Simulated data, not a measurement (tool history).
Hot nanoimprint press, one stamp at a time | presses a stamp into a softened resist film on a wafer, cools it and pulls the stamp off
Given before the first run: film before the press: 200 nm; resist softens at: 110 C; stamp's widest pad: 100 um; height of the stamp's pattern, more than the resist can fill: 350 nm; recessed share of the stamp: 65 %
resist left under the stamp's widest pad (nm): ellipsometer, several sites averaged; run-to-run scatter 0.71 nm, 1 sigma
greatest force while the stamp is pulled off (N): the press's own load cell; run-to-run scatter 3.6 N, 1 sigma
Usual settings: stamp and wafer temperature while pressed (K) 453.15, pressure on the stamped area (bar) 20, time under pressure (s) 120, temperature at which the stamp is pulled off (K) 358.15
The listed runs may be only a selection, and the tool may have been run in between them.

run	hour	stamp and wafer temperature while pressed (K)	pressure on the stamped area (bar)	time under pressure (s)	temperature at which the stamp is pulled off (K)	resist left under the stamp's widest pad (nm)	greatest force while the stamp is pulled off (N)
1	0	453.15	20	120	358.15	90.6	238
2	53.9	453.15	20	85	358.15	102.3	252
# hour 110.2: press's hydraulic seals changed and the load cell set to zero
3	136	453.15	20	120	358.15	89.4	254
# hour 169.2: plate thermocouple calibrated
# hour 213.4: stamp cleaned and given a new release coat
4	213.4	462.15	20	120	358.15	65.1	258
5	271.4	462.15	20	120	358.15	67	255
6	342.8	462.15	29.9	120	358.15	53.9	252
# hour 364.2: plate thermocouple calibrated, once more
7	383.3	462.15	29.9	120	358.15	50	248
# hour 419.3: stamp cleaned and given a new release coat
8	433.5	462.15	29.9	120	358.15	50.1	234
9	472	462.15	29.9	120	358.15	50.5	240
10	516.9	462.15	29.9	120	358.15	52.1	243
11	579.5	462.15	29.9	120	358.15	51.9	242
# hour 622: stamp cleaned and given a new release coat
12	622	462.15	29.9	120	358.15	52.3	238
13	670.3	462.15	29.9	120	358.15	53.1	242
14	733	453.15	20	120	360.15	86.2	230
15	782.5	453.15	20	120	360.15	87.6	236
# hour 826.9: stamp cleaned and given a new release coat
16	834	442.15	19.4	98	354.15	139.4	273
17	888.1	442.15	19.4	98	354.15	141	277
18	920	453.15	20	157	364.15	81	211
19	986.4	453.15	20	157	364.15	80.5	207
# hour 1029.8: stamp cleaned and given a new release coat
20	1029.8	445.15	12.2	120	348.15	140.1	316
21	1094.6	443.15	14.6	120	358.15	140.8	243
# hour 1102.1: plate thermocouple calibrated
22	1169.9	445.15	20.8	234	346.15	89.8	333
23	1209.7	445.15	20.8	234	346.15	89.7	333
# hour 1237.7: stamp cleaned and given a new release coat
24	1249.3	443.15	20.8	234	346.15	99.3	313
25	1300.5	443.15	20.8	234	346.15	100	316
26	1350	464.15	20	69	359.15	75.4	241
27	1419.3	464.15	20	69	359.15	74.6	243
# hour 1442.5: stamp cleaned and given a new release coat
28	1482.5	464.15	30.6	68	359.15	63.5	240
29	1523.1	459.15	20	120	351.15	71.6	294
30	1568.8	453.15	25.7	120	358.15	80.7	245

How would selected steps in resist left under the stamp's widest pad (nm) from run to run divide? Give the signed amount a tool lacking its hidden state would still show from settings, what came in and random variation, and the signed amount left for the hidden state, including any gauge scatter that is not in both of the compared results.
Unlogged tool condition in this case: true temperature over the reading, C; pressure that arrives at the usual setting, %; grip of the stamp's worn release coat, % over a new coat's; drift of the gauge itself on residual_nm, %; drift of the gauge itself on pull_off_n, %.
Run 2 -> 3: time under pressure (s) 85 -> 120, press's hydraulic seals changed and the load cell set to zero. resist left under the stamp's widest pad (nm) -12.9: hidden state -1.6, all else -11.3.
Run 6 -> 7: plate thermocouple calibrated, once more. resist left under the stamp's widest pad (nm) -3.9: hidden state -3.9, all else +0.
Run 15 -> 16: stamp and wafer temperature while pressed (K) 453.15 -> 442.15, pressure on the stamped area (bar) 20 -> 19.4, time under pressure (s) 120 -> 98, temperature at which the stamp is pulled off (K) 360.15 -> 354.15, stamp cleaned and given a new release coat. resist left under the stamp's widest pad (nm) +51.8: hidden state +1, all else +50.8.
Run 17 -> 18: stamp and wafer temperature while pressed (K) 442.15 -> 453.15, pressure on the stamped area (bar) 19.4 -> 20, time under pressure (s) 98 -> 157, temperature at which the stamp is pulled off (K) 354.15 -> 364.15. resist left under the stamp's widest pad (nm) -60: hidden state -0.8, all else -59.2.
Run 19 -> 20: stamp and wafer temperature while pressed (K) 453.15 -> 445.15, pressure on the stamped area (bar) 20 -> 12.2, time under pressure (s) 157 -> 120, temperature at which the stamp is pulled off (K) 364.15 -> 348.15, stamp cleaned and given a new release coat. resist left under the stamp's widest pad (nm) +59.6: hidden state +0.8, all else +58.8.
Run 21 -> 22: stamp and wafer temperature while pressed (K) 443.15 -> 445.15, pressure on the stamped area (bar) 14.6 -> 20.8, time under pressure (s) 120 -> 234, temperature at which the stamp is pulled off (K) 358.15 -> 346.15, plate thermocouple calibrated. resist left under the stamp's widest pad (nm) -51: hidden state -4.1, all else -46.9.

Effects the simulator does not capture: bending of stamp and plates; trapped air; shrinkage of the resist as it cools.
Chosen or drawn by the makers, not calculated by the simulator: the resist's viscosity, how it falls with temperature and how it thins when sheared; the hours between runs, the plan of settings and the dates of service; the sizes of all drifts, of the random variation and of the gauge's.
